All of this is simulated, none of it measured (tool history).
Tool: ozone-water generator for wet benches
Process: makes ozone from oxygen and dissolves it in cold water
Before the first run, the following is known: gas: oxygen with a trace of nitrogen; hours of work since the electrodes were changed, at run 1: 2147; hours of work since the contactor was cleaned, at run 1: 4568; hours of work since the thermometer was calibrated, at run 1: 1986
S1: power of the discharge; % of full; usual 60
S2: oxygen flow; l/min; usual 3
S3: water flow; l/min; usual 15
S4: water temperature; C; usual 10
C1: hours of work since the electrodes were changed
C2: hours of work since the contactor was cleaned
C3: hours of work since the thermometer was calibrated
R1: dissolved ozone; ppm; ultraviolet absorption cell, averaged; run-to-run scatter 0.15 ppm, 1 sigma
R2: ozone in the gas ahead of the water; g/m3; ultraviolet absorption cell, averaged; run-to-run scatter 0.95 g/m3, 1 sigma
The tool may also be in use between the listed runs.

run,hour,S1,S2,S3,S4,C1,C2,C3,R1,R2
1,0,60,3,15,10,2147,4568,1986,16.5,154.3
2,73.4,60,3,15,10,2198,4619,2037,16.3,153.9
3,143,60,3,15,10,2246,4667,2086,16.3,152.7
4,242.2,83,3,15,10,2315,4736,2155,21.1,201.5
5,360.3,83,3,15,10,2397,4818,2237,21.2,201.4
6,444.8,83,3,15,10,2456,4877,2296,21.3,200.9
7,537.7,83,3,15,10,2521,4942,2360,21.2,199.7
8,618.2,83,3,15,10,2577,4998,2416,20.9,201.7
9,717.4,83,3,15,10,2646,5067,2485,21.3,200
10,823,60,3,15,10,2719,5140,2559,15.9,151.9
11,913.9,60,3,15,10,2782,5204,2622,15.9,151.9
12,1031.8,60,3,15,10,2865,5286,2704,15.6,151.7
13,1080.4,60,3,15,10,2898,5320,2738,16,151.7
14,1135.5,60,3,15,10,2937,5358,2776,15.8,150.9
15,1213.5,60,3,15,17,2991,5412,2831,14.7,150.1
16,1272.8,60,3,15,10,3032,5453,2872,15.8,148.6
17,1381.5,60,3,15,10,3108,5529,2947,15.7,147.7
18,1476.7,60,3,10,6,3174,5595,3014,23.1,149.9
19,1532.9,60,3,10,6,3213,5634,3053,23.4,150.1
20,1602.8,60,3,10,6,3262,5683,3101,23.4,148.3
21,1720.1,60,3,10,6,3343,5765,3183,23.2,148.1
22,1809.9,91,2.91,15,14,3406,5827,3245,20.9,215.5
23,1891.5,56,4.46,15,10,3463,5884,3302,16.2,121
24,2005.5,71,2.09,9,10,3542,5963,3382,25.5,197.1
25,2088.3,60,5.06,19,10,3600,6021,3439,14.2,122.2
26,2173.8,95,3,15,16,3659,6080,3499,21.2,219.5
27,2260.5,60,4.07,24,15,3719,6141,3559,9.7,134
28,2321,77,2.46,15,10,3761,6183,3601,17.8,194
29,2382.2,46,3,16,10,3804,6225,3644,11.5,118.1
30,2444.4,60,3,15,17,3847,6268,3687,14,146.3
31,2514.7,60,3,15,17,3896,6317,3736,13.9,146.6
32,2623.7,60,3,15,17,3972,6393,3812,14.1,146.5
33,2703.5,60,3,15,17,4028,6449,3867,14,146.7

Branching from run 33: 4 alternative next runs. What would each branch give?
A,2782.7,76,3,15,10,4083,6504,3922,?,?
B,2782.7,60,4.98,14,17,4083,6504,3922,?,?
C,2782.7,64,3.8,15,8,4083,6504,3922,?,?
D,2782.7,83,3,15,8,4083,6504,3922,?,?

run,R1,R2
A,18.2,176.3
B,16.2,121
C,17.6,143
D,20.3,192.6
Had the tool no hidden state, the same runs would have come out as:
run,R1,R2
A,22.3,198.3
B,19.3,132.9
C,21,158.1
D,25,218.3
